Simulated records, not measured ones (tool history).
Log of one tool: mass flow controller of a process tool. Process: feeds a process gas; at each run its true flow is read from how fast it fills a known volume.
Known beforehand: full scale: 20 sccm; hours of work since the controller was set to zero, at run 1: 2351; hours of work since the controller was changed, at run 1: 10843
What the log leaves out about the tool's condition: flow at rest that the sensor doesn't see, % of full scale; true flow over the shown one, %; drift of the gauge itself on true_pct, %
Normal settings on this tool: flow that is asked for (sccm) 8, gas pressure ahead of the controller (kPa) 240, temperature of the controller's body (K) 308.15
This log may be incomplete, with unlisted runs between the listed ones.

run,hour,flow that is asked for (sccm),gas pressure ahead of the controller (kPa),temperature of the controller's body (K),hours of work since the controller was set to zero,hours of work since the controller was changed,true flow (%)
1,0.0,8,240,308.15,2351,10843,100.12
2,216.8,8,154,308.15,2509,11001,100.13
3,517.3,8,154,308.15,2728,11220,100.11
4,847.8,8,154,308.15,2969,11461,100.10
5,1154.5,10,240,308.15,3192,11685,100.60
6,1538.9,8,240,299.15,3473,11965,100.24
7,1751.4,8,240,299.15,3627,12120,100.32
8,2085.4,8,240,299.15,3871,12363,100.38
9,2269.6,8,240,299.15,4005,12497,100.46
# hour 2436.9: controller exchanged for a calibrated one
10,2454.5,8,240,299.15,13,13,98.13
11,2703.7,8,240,299.15,194,194,98.18
12,3090.5,8,240,307.15,476,476,98.45
13,3472.7,8,240,307.15,755,755,98.54
14,3794.8,8,240,308.15,990,990,98.70
15,4121.2,8,240,304.15,1227,1227,98.71
16,4524.1,8,265,304.15,1521,1521,98.55
# hour 4548.6: controller's zero set anew
17,4785.1,8,240,308.15,172,1711,99.02
18,5079.2,18,200,294.15,387,1925,99.84
19,5379.9,8,173,308.15,606,2144,99.05
20,5705.1,3,206,311.15,843,2381,99.61
21,6070.8,3,206,311.15,1109,2648,99.74
# hour 6274.0: controller's zero set anew, once more
22,6315.3,3,206,311.15,30,2826,97.74
23,6742.7,3,206,311.15,342,3137,98.02
24,7078.9,3,182,303.15,587,3382,97.80
25,7286.9,4,168,308.15,738,3534,98.17
26,7496.2,6,279,308.15,891,3686,98.60
27,7758.0,6,279,308.15,1081,3877,98.68
28,8172.6,6,279,308.15,1384,4179,98.96

Expected results for the next run?
29,8412.8,6,279,308.15,1559,4354,?

Run 29 yielded true flow (%) 98.79.
Had the tool carried no hidden state, the very same run would have given true flow (%) 98.06.

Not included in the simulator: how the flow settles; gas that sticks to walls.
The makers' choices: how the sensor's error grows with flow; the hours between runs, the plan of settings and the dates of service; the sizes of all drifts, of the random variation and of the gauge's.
